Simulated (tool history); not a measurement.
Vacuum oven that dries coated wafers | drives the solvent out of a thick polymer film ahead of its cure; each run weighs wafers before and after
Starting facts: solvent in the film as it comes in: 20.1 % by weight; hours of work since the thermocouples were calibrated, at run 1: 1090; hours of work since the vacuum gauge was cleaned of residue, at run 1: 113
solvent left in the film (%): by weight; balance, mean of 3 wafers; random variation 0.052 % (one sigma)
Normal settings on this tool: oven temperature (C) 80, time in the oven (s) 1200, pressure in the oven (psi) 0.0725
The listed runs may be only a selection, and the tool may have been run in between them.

run	hour	oven temperature (C)	time in the oven (s)	pressure in the oven (psi)	hours of work since the thermocouples were calibrated	hours of work since the vacuum gauge was cleaned of residue	solvent left in the film (%)
1	0.0	80	1200	0.0725	1090	113	1.81
2	22.3	80	840	0.0725	1105	128	3.52
3	49.0	80	1500	0.0725	1122	146	1.14
4	72.8	80	1500	0.0725	1138	161	1.11
# hour 77.4: vacuum gauge cleaned of residue and calibrated
5	96.2	80	1500	0.0725	1152	12	1.14
6	123.0	80	1200	0.0725	1170	30	1.79
7	138.6	80	1200	0.0725	1180	40	1.85
8	158.9	90	1740	0.0525	1194	53	0.08
9	188.1	90	1260	0.0442	1213	73	0.15
10	205.9	90	1020	0.2582	1224	84	0.58
# hour 220.2: vacuum gauge cleaned of residue and calibrated, once more
11	223.9	90	1020	0.2582	1235	2	0.48
12	250.4	80	960	0.0367	1253	20	2.69
13	281.4	86	1200	0.0725	1273	40	0.46
14	298.2	71	1800	0.0628	1284	51	3.31

What if the next run were any one of these 5? Each begins from the tool's condition after run 14:
A	325.7	80	2100	0.0725	1302	69	?
B	325.7	90	1200	0.0725	1302	69	?
C	325.7	78	960	0.1221	1302	69	?
D	325.7	77	1200	0.0725	1302	69	?
E	325.7	94	1200	0.0625	1302	69	?

run	solvent left in the film (%)
A	0.44
B	0.21
C	3.54
D	2.81
E	0.06
Had the tool no hidden state, the same runs would have come out as:
run	solvent left in the film (%)
A	0.45
B	0.22
C	3.61
D	2.88
E	0.06
